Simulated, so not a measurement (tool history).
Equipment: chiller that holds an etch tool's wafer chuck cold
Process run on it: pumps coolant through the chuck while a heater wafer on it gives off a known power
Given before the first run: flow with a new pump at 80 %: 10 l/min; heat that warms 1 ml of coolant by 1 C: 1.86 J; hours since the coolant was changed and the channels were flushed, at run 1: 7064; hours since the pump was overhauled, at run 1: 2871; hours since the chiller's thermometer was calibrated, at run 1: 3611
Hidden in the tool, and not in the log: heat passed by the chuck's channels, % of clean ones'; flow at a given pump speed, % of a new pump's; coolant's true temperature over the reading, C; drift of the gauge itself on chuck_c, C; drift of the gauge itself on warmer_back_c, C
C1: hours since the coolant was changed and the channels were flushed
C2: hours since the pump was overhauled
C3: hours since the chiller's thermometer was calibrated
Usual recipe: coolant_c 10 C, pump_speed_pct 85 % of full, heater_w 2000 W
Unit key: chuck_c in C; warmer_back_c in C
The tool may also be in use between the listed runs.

run 1 hour=0.0 | coolant_c=10 pump_speed_pct=85 heater_w=2000 | C1=7064 C2=2871 C3=3611 | chuck_c=26.6 warmer_back_c=6.03
run 2 hour=178.2 | coolant_c=10 pump_speed_pct=91 heater_w=2000 | C1=7242 C2=3050 C3=3790 | chuck_c=26.0 warmer_back_c=5.70
run 3 hour=315.5 | coolant_c=10 pump_speed_pct=94 heater_w=2000 | C1=7380 C2=3187 C3=3927 | chuck_c=25.6 warmer_back_c=5.44
run 4 hour=415.0 | coolant_c=10 pump_speed_pct=85 heater_w=2000 | C1=7479 C2=3286 C3=4026 | chuck_c=26.5 warmer_back_c=6.03
run 5 hour=538.6 | coolant_c=10 pump_speed_pct=85 heater_w=2000 | C1=7603 C2=3410 C3=4150 | chuck_c=26.5 warmer_back_c=6.09
run 6 hour=619.0 | coolant_c=10 pump_speed_pct=85 heater_w=2000 | C1=7683 C2=3490 C3=4230 | chuck_c=26.6 warmer_back_c=6.08
run 7 hour=715.1 | coolant_c=10 pump_speed_pct=85 heater_w=2000 | C1=7779 C2=3587 C3=4326 | chuck_c=26.7 warmer_back_c=6.06
run 8 hour=845.0 | coolant_c=10 pump_speed_pct=85 heater_w=2000 | C1=7909 C2=3716 C3=4456 | chuck_c=26.4 warmer_back_c=6.01
-- hour=966.4 chiller's thermometer calibrated
run 9 hour=990.2 | coolant_c=10 pump_speed_pct=85 heater_w=1974 | C1=8053 C2=3861 C3=24 | chuck_c=26.4 warmer_back_c=5.97
run 10 hour=1157.4 | coolant_c=10 pump_speed_pct=85 heater_w=2000 | C1=8221 C2=4028 C3=191 | chuck_c=26.6 warmer_back_c=6.03
run 11 hour=1240.8 | coolant_c=10 pump_speed_pct=85 heater_w=2000 | C1=8304 C2=4111 C3=274 | chuck_c=26.7 warmer_back_c=6.07
run 12 hour=1412.3 | coolant_c=10 pump_speed_pct=85 heater_w=2000 | C1=8475 C2=4283 C3=446 | chuck_c=26.6 warmer_back_c=6.07
run 13 hour=1540.3 | coolant_c=10 pump_speed_pct=85 heater_w=2000 | C1=8604 C2=4411 C3=574 | chuck_c=26.6 warmer_back_c=6.03
run 14 hour=1627.9 | coolant_c=10 pump_speed_pct=85 heater_w=2000 | C1=8691 C2=4498 C3=661 | chuck_c=26.7 warmer_back_c=6.08
run 15 hour=1779.6 | coolant_c=10 pump_speed_pct=85 heater_w=2000 | C1=8843 C2=4650 C3=813 | chuck_c=26.7 warmer_back_c=6.07
run 16 hour=1866.2 | coolant_c=10 pump_speed_pct=87 heater_w=2000 | C1=8929 C2=4737 C3=900 | chuck_c=26.4 warmer_back_c=5.89
run 17 hour=2042.7 | coolant_c=10 pump_speed_pct=87 heater_w=2000 | C1=9106 C2=4913 C3=1076 | chuck_c=26.3 warmer_back_c=5.85
run 18 hour=2132.7 | coolant_c=10 pump_speed_pct=87 heater_w=2000 | C1=9196 C2=5003 C3=1166 | chuck_c=26.3 warmer_back_c=5.98
run 19 hour=2306.3 | coolant_c=10 pump_speed_pct=87 heater_w=2000 | C1=9369 C2=5177 C3=1340 | chuck_c=26.6 warmer_back_c=5.95
run 20 hour=2398.5 | coolant_c=10 pump_speed_pct=87 heater_w=1984 | C1=9462 C2=5269 C3=1432 | chuck_c=26.0 warmer_back_c=5.90
run 21 hour=2549.2 | coolant_c=13 pump_speed_pct=64 heater_w=1521 | C1=9612 C2=5420 C3=1583 | chuck_c=27.9 warmer_back_c=6.18
run 22 hour=2664.2 | coolant_c=6 pump_speed_pct=77 heater_w=2000 | C1=9727 C2=5535 C3=1698 | chuck_c=23.5 warmer_back_c=6.71
run 23 hour=2740.3 | coolant_c=12 pump_speed_pct=66 heater_w=2000 | C1=9804 C2=5611 C3=1774 | chuck_c=31.2 warmer_back_c=7.94
run 24 hour=2823.3 | coolant_c=12 pump_speed_pct=66 heater_w=2000 | C1=9887 C2=5694 C3=1857 | chuck_c=31.2 warmer_back_c=7.88
run 25 hour=2964.7 | coolant_c=16 pump_speed_pct=66 heater_w=2572 | C1=10028 C2=5835 C3=1998 | chuck_c=40.8 warmer_back_c=10.16
run 26 hour=3101.3 | coolant_c=5 pump_speed_pct=67 heater_w=2572 | C1=10165 C2=5972 C3=2135 | chuck_c=29.6 warmer_back_c=9.96
run 27 hour=3210.4 | coolant_c=3 pump_speed_pct=69 heater_w=2000 | C1=10274 C2=6081 C3=2244 | chuck_c=21.8 warmer_back_c=7.56
run 28 hour=3332.5 | coolant_c=3 pump_speed_pct=65 heater_w=1152 | C1=10396 C2=6203 C3=2366 | chuck_c=14.1 warmer_back_c=4.67
run 29 hour=3407.8 | coolant_c=3 pump_speed_pct=63 heater_w=1014 | C1=10471 C2=6278 C3=2441 | chuck_c=13.1 warmer_back_c=4.21
-- hour=3502.2 coolant changed, channels flushed
run 30 hour=3530.4 | coolant_c=3 pump_speed_pct=63 heater_w=1014 | C1=28 C2=6395 C3=2558 | chuck_c=13.0 warmer_back_c=4.20
run 31 hour=3685.2 | coolant_c=12 pump_speed_pct=87 heater_w=2549 | C1=183 C2=6550 C3=2713 | chuck_c=32.9 warmer_back_c=7.53

Predict each of these 5 candidate next runs independently; none follows another, all start after run 31:
run A hour=3779.5 | coolant_c=5 pump_speed_pct=62 heater_w=2000 | C1=277 C2=6644 C3=2807 | chuck_c=? warmer_back_c=?
run B hour=3779.5 | coolant_c=4 pump_speed_pct=85 heater_w=2815 | C1=277 C2=6644 C3=2807 | chuck_c=? warmer_back_c=?
run C hour=3779.5 | coolant_c=12 pump_speed_pct=76 heater_w=2549 | C1=277 C2=6644 C3=2807 | chuck_c=? warmer_back_c=?
run D hour=3779.5 | coolant_c=12 pump_speed_pct=65 heater_w=2549 | C1=277 C2=6644 C3=2807 | chuck_c=? warmer_back_c=?
run E hour=3779.5 | coolant_c=10 pump_speed_pct=73 heater_w=2000 | C1=277 C2=6644 C3=2807 | chuck_c=? warmer_back_c=?

run=A chuck_c=25.2 warmer_back_c=8.45
run=B chuck_c=27.3 warmer_back_c=8.57
run=C chuck_c=34.6 warmer_back_c=8.72
run=D chuck_c=36.7 warmer_back_c=10.27
run=E chuck_c=28.0 warmer_back_c=7.15
The same runs, with their run-to-run variation unchanged, on a tool lacking any hidden condition would have given:
run=A chuck_c=25.2 warmer_back_c=8.44
run=B chuck_c=27.3 warmer_back_c=8.57
run=C chuck_c=34.6 warmer_back_c=8.71
run=D chuck_c=36.7 warmer_back_c=10.27
run=E chuck_c=28.0 warmer_back_c=7.14
